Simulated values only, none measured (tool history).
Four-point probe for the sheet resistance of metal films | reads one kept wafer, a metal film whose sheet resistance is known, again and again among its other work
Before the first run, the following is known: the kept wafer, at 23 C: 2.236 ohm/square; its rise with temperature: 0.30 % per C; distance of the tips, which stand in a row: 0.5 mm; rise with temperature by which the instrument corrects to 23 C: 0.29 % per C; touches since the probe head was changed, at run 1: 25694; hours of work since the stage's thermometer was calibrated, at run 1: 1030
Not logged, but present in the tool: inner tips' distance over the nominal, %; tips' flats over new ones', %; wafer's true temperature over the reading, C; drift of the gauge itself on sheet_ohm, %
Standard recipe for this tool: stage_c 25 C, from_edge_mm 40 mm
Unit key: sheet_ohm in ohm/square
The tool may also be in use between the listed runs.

| run | hour | stage_c | from_edge_mm | touches since the probe head was changed | hours of work since the stage's thermometer was calibrated | sheet_ohm |
|---|---|---|---|---|---|---|
| 1 | 0 | 25 | 40 | 25694 | 1030 | 2.250949 |
| 2 | 23.3 | 31 | 40 | 26861 | 1046 | 2.250856 |
| 3 | 62.8 | 25 | 7 | 28846 | 1073 | 2.254852 |
| 4 | 97.3 | 25 | 40 | 30577 | 1097 | 2.24952 |
| 5 | 136.7 | 25 | 40 | 32552 | 1124 | 2.249436 |
| 6 | 162.7 | 27 | 40 | 33856 | 1142 | 2.250298 |
| 7 | 186.9 | 27 | 40 | 35070 | 1158 | 2.249295 |
| 8 | 225.8 | 19 | 40 | 37022 | 1185 | 2.248468 |
| 9 | 260.4 | 19 | 40 | 38758 | 1209 | 2.248576 |
| 10 | 297.3 | 19 | 40 | 40608 | 1234 | 2.248547 |
|  | 316.2 | stage's thermometer calibrated |
| 11 | 324.3 | 19 | 40 | 41934 | 6 | 2.245774 |
| 12 | 357.5 | 19 | 40 | 43600 | 28 | 2.246044 |
| 13 | 402.2 | 25 | 40 | 45844 | 59 | 2.246109 |
| 14 | 447.2 | 25 | 40 | 48101 | 90 | 2.246765 |
| 15 | 471.9 | 25 | 45 | 49341 | 107 | 2.246766 |
| 16 | 498.6 | 25 | 45 | 50681 | 125 | 2.246088 |
| 17 | 544.7 | 25 | 7 | 52990 | 157 | 2.252285 |
| 18 | 568.8 | 25 | 5 | 54203 | 174 | 2.257922 |
| 19 | 589.1 | 26 | 5 | 55219 | 188 | 2.256811 |
| 20 | 626.7 | 26 | 5 | 57105 | 214 | 2.257725 |
| 21 | 665.2 | 26 | 5 | 59038 | 240 | 2.257356 |
| 22 | 689.1 | 26 | 5 | 60237 | 257 | 2.25839 |
| 23 | 734.2 | 26 | 5 | 62499 | 288 | 2.25732 |
| 24 | 754.5 | 26 | 5 | 63516 | 301 | 2.256685 |
| 25 | 785.9 | 18 | 4 | 65089 | 323 | 2.262092 |
| 26 | 824.9 | 33 | 9 | 67045 | 350 | 2.249588 |
| 27 | 872.2 | 33 | 9 | 69421 | 382 | 2.249509 |
| 28 | 915.3 | 33 | 6 | 71583 | 412 | 2.25376 |
| 29 | 941.6 | 21 | 25 | 72900 | 430 | 2.243502 |
| 30 | 973.4 | 21 | 25 | 74495 | 452 | 2.242708 |
| 31 | 1017 | 25 | 10 | 76681 | 482 | 2.2472 |
| 32 | 1046.7 | 25 | 10 | 78174 | 503 | 2.245886 |
| 33 | 1089.4 | 21 | 10 | 80316 | 532 | 2.245276 |
| 34 | 1116.3 | 18 | 54 | 81664 | 550 | 2.242124 |
| 35 | 1150.4 | 23 | 4 | 83374 | 574 | 2.261878 |
| 36 | 1188.8 | 19 | 30 | 85300 | 600 | 2.242165 |
| 37 | 1212.1 | 27 | 11 | 86472 | 616 | 2.244521 |
| 38 | 1240.1 | 27 | 11 | 87873 | 636 | 2.245385 |
| 39 | 1263.1 | 27 | 11 | 89027 | 651 | 2.245201 |
| 40 | 1296.7 | 19 | 3 | 90714 | 674 | 2.273724 |
| 41 | 1320.8 | 21 | 21 | 91920 | 691 | 2.241509 |
| 42 | 1370 | 21 | 21 | 94389 | 725 | 2.241753 |
| 43 | 1408.7 | 21 | 21 | 96330 | 752 | 2.241805 |
| 44 | 1441.1 | 21 | 21 | 97957 | 774 | 2.241621 |

Each row is a separate what-if for the run after 44, all from the same tool condition, not one after another. Results?
| A | 1469.2 | 34 | 7 | 99365 | 793 | ? |
| B | 1469.2 | 19 | 56 | 99365 | 793 | ? |
| C | 1469.2 | 27 | 21 | 99365 | 793 | ? |
| D | 1469.2 | 23 | 13 | 99365 | 793 | ? |

| run | sheet_ohm |
|---|---|
| A | 2.249334 |
| B | 2.240375 |
| C | 2.243461 |
| D | 2.243383 |
Had the tool no hidden state, the same runs would have come out as:
| run | sheet_ohm |
|---|---|
| A | 2.244344 |
| B | 2.235369 |
| C | 2.238468 |
| D | 2.23838 |

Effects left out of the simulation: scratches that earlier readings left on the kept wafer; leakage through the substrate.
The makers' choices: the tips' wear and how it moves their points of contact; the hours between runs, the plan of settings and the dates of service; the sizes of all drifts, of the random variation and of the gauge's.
